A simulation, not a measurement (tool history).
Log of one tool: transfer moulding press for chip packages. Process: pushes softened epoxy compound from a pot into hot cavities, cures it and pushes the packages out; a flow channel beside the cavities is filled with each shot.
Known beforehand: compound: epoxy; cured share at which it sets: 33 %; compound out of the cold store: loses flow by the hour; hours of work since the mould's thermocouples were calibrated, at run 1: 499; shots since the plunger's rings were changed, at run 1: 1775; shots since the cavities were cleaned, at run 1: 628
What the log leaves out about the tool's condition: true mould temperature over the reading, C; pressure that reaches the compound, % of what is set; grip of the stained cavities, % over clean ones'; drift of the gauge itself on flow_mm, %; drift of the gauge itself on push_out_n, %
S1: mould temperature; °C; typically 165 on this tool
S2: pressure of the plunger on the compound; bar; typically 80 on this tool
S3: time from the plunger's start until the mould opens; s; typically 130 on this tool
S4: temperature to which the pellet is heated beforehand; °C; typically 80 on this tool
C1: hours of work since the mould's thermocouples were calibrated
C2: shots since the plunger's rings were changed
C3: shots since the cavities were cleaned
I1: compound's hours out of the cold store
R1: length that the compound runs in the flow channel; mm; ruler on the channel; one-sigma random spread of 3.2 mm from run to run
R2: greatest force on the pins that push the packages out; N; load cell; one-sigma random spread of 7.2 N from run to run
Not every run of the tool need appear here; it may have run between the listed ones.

run	hour	S1	S2	S3	S4	C1	C2	C3	I1	R1	R2
1	0	165	80	130	80	499	1775	628	13.9	776	498
# hour 36.4: cavities cleaned with cleaning compound and waxed
# hour 50.2: mould's thermocouples calibrated
2	55.8	165	80	130	80	3	2257	161	46.3	707	381
# hour 98.4: plunger's sealing rings changed
3	100.5	169	80	130	80	30	20	549	31.6	750	438
# hour 144.9: cavities cleaned with cleaning compound and waxed
4	162.7	165	80	130	80	68	578	163	46.8	729	374
5	206.3	165	80	130	80	95	980	565	35.9	738	474
# hour 247.2: cavities cleaned with cleaning compound and waxed
6	251.6	165	80	130	78	122	1382	40	41.8	724	326
7	304.6	165	80	130	78	155	1870	528	24.3	752	484
8	336.4	165	80	130	78	175	2163	821	47.3	708	525
# hour 349.1: cavities cleaned with cleaning compound and waxed
9	381.5	165	80	130	78	202	2564	298	30.5	734	395
# hour 386.8: plunger's sealing rings changed
10	411.5	165	80	130	89	219	227	551	22.8	782	485
# hour 454.7: cavities cleaned with cleaning compound and waxed
11	460.7	161	97.9	116	72	249	666	55	44.6	825	551
12	516.2	161	97.9	116	72	284	1177	566	13.8	884	839
# hour 559.4: cavities cleaned with cleaning compound and waxed
13	559.4	161	97.9	116	72	310	1561	0	27.3	847	541
14	611.3	161	97.9	136	85	342	2039	478	26.4	844	536
15	658.9	161	97.9	136	85	372	2476	915	14.8	864	626

Same runs, no hidden state in the tool, same run-to-run variation:
run	R1	R2
1	804	305
2	737	302
3	751	274
4	737	303
5	751	296
6	742	301
7	778	308
8	737	302
9	772	286
10	786	307
11	837	515
12	905	535
13	872	543
14	877	352
15	906	359

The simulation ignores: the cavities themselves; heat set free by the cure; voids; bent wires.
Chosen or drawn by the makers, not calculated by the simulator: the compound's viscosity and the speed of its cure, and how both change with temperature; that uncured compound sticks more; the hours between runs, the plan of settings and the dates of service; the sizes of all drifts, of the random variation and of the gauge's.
